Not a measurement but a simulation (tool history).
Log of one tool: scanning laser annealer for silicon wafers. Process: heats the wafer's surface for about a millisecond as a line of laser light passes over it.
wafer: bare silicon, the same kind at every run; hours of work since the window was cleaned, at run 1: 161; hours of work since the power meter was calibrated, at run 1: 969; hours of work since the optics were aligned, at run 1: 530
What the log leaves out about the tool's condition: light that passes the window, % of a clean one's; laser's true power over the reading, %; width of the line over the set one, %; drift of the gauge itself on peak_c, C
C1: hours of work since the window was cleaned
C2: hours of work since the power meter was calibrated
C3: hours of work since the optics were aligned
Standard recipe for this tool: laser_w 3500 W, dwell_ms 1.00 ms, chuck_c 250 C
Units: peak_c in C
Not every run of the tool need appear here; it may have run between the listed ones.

run 1 hour=0.0 | laser_w=3500 dwell_ms=1.00 chuck_c=250 | C1=161 C2=969 C3=530 | peak_c=1068
run 2 hour=31.6 | laser_w=3500 dwell_ms=1.00 chuck_c=288 | C1=186 C2=994 C3=555 | peak_c=1104
run 3 hour=53.2 | laser_w=3500 dwell_ms=1.00 chuck_c=288 | C1=203 C2=1011 C3=572 | peak_c=1103
run 4 hour=68.6 | laser_w=3500 dwell_ms=1.00 chuck_c=288 | C1=215 C2=1023 C3=584 | peak_c=1102
run 5 hour=95.4 | laser_w=3500 dwell_ms=1.00 chuck_c=288 | C1=236 C2=1044 C3=606 | peak_c=1098
run 6 hour=123.7 | laser_w=3500 dwell_ms=1.00 chuck_c=250 | C1=258 C2=1066 C3=628 | peak_c=1057
run 7 hour=152.4 | laser_w=3500 dwell_ms=1.00 chuck_c=256 | C1=281 C2=1089 C3=650 | peak_c=1064
run 8 hour=184.7 | laser_w=3500 dwell_ms=1.00 chuck_c=256 | C1=306 C2=1115 C3=676 | peak_c=1058
run 9 hour=200.2 | laser_w=3500 dwell_ms=1.00 chuck_c=243 | C1=319 C2=1127 C3=688 | peak_c=1048
run 10 hour=217.6 | laser_w=3500 dwell_ms=1.00 chuck_c=243 | C1=332 C2=1141 C3=702 | peak_c=1046
run 11 hour=238.1 | laser_w=3081 dwell_ms=1.00 chuck_c=250 | C1=348 C2=1157 C3=718 | peak_c=933
run 12 hour=256.3 | laser_w=3081 dwell_ms=1.00 chuck_c=250 | C1=363 C2=1171 C3=732 | peak_c=932
-- hour=263.2 optics aligned, line set to its width
run 13 hour=286.2 | laser_w=3500 dwell_ms=1.00 chuck_c=250 | C1=382 C2=1191 C3=18 | peak_c=1069
-- hour=291.9 window over the wafer cleaned
run 14 hour=313.8 | laser_w=3500 dwell_ms=1.00 chuck_c=250 | C1=17 C2=1211 C3=38 | peak_c=1087
run 15 hour=344.3 | laser_w=3500 dwell_ms=1.00 chuck_c=250 | C1=41 C2=1235 C3=62 | peak_c=1083
run 16 hour=376.4 | laser_w=3500 dwell_ms=0.90 chuck_c=269 | C1=67 C2=1260 C3=88 | peak_c=1059
run 17 hour=394.2 | laser_w=3625 dwell_ms=1.13 chuck_c=228 | C1=81 C2=1274 C3=102 | peak_c=1151
run 18 hour=418.4 | laser_w=3396 dwell_ms=1.13 chuck_c=228 | C1=100 C2=1293 C3=121 | peak_c=1075
run 19 hour=434.2 | laser_w=3500 dwell_ms=1.00 chuck_c=241 | C1=112 C2=1306 C3=133 | peak_c=1069
run 20 hour=450.2 | laser_w=3597 dwell_ms=1.16 chuck_c=250 | C1=125 C2=1319 C3=146 | peak_c=1174
run 21 hour=472.7 | laser_w=3500 dwell_ms=0.77 chuck_c=250 | C1=143 C2=1336 C3=164 | peak_c=975
run 22 hour=494.0 | laser_w=3500 dwell_ms=0.77 chuck_c=250 | C1=159 C2=1353 C3=181 | peak_c=975
run 23 hour=522.1 | laser_w=3477 dwell_ms=0.95 chuck_c=250 | C1=182 C2=1375 C3=203 | peak_c=1045
run 24 hour=547.3 | laser_w=3477 dwell_ms=0.95 chuck_c=250 | C1=202 C2=1395 C3=223 | peak_c=1043
run 25 hour=578.0 | laser_w=3500 dwell_ms=1.13 chuck_c=282 | C1=226 C2=1419 C3=247 | peak_c=1155
run 26 hour=599.2 | laser_w=3500 dwell_ms=1.13 chuck_c=268 | C1=242 C2=1436 C3=264 | peak_c=1135
run 27 hour=615.4 | laser_w=3500 dwell_ms=1.00 chuck_c=210 | C1=255 C2=1449 C3=276 | peak_c=1030
run 28 hour=633.2 | laser_w=3500 dwell_ms=1.00 chuck_c=210 | C1=269 C2=1463 C3=290 | peak_c=1027
run 29 hour=649.8 | laser_w=3500 dwell_ms=1.00 chuck_c=210 | C1=282 C2=1476 C3=303 | peak_c=1025
run 30 hour=666.5 | laser_w=3585 dwell_ms=1.00 chuck_c=279 | C1=296 C2=1489 C3=317 | peak_c=1120

5 ways to go on from here, each from the tool as it stands after run 30. What would each give?
run A hour=688.3 | laser_w=3369 dwell_ms=1.00 chuck_c=279 | C1=313 C2=1506 C3=334 | peak_c=?
run B hour=688.3 | laser_w=3458 dwell_ms=1.00 chuck_c=279 | C1=313 C2=1506 C3=334 | peak_c=?
run C hour=688.3 | laser_w=3588 dwell_ms=0.71 chuck_c=250 | C1=313 C2=1506 C3=334 | peak_c=?
run D hour=688.3 | laser_w=3810 dwell_ms=1.10 chuck_c=237 | C1=313 C2=1506 C3=334 | peak_c=?
run E hour=688.3 | laser_w=3538 dwell_ms=0.81 chuck_c=275 | C1=313 C2=1506 C3=334 | peak_c=?

run=A peak_c=1052
run=B peak_c=1079
run=C peak_c=961
run=D peak_c=1189
run=E peak_c=1016
Without the tool's hidden state the same runs would have given:
run=A peak_c=1080
run=B peak_c=1108
run=C peak_c=986
run=D peak_c=1223
run=E peak_c=1043
